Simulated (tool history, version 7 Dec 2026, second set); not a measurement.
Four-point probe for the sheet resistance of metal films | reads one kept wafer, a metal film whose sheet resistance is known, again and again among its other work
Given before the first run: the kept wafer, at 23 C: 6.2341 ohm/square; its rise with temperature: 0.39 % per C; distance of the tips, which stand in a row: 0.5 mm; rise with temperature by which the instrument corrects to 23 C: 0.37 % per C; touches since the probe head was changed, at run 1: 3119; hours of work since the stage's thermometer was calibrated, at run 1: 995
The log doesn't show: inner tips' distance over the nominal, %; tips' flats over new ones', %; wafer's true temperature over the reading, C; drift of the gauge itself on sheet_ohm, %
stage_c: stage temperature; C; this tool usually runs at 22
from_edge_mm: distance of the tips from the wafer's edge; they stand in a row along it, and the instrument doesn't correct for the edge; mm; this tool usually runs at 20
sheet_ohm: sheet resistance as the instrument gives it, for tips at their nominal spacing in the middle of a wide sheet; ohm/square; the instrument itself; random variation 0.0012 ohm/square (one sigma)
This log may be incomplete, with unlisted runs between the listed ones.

run   hour  stage_c  from_edge_mm  touches since the probe head was changed  hours of work since the stage's thermometer was calibrated  sheet_ohm
  1      0       22            20                                      3119                                                         995   6.235964
  2     14       22            20                                      3331                                                        1002   6.234646
  3   26.5       22            20                                      3519                                                        1008    6.23576
  4   41.4       22            20                                      3744                                                        1016   6.233138
  5     70       22             3                                      4175                                                        1030    6.32557
  6   82.1       22            20                                      4358                                                        1036   6.234788
  7    103       22            20                                      4673                                                        1047   6.234178
  8    130       22            20                                      5081                                                        1060   6.233403
  9  153.4       22            20                                      5433                                                        1072   6.233829
 10  178.8       28            11                                      5817                                                        1085   6.246421
 11  205.9       22             3                                      6226                                                        1098    6.32511
 12  221.9       33            12                                      6467                                                        1106   6.251058
 13  238.9       26             3                                      6723                                                        1115   6.329333
 14  268.8       26             3                                      7174                                                        1130   6.332321
 15  292.6       26             3                                      7534                                                        1142   6.329427
 16  314.7       26             3                                      7867                                                        1153   6.331119
 17  328.8       32            34                                      8079                                                        1160   6.246401

Predict each of these 4 candidate next runs independently; none follows another, all start after run 17:
  A  341.3       29             3                                      8268                                                        1166          ?
  B  341.3       21            12                                      8268                                                        1166          ?
  C  341.3       28            70                                      8268                                                        1166          ?
  D  341.3       33             4                                      8268                                                        1166          ?

run  sheet_ohm
  A   6.333305
  B   6.236787
  C    6.23882
  D   6.297058
Take away the tool's hidden state, keep each run's random variation, and the runs would have read:
run  sheet_ohm
  A   6.333278
  B    6.23676
  C   6.238794
  D   6.297031
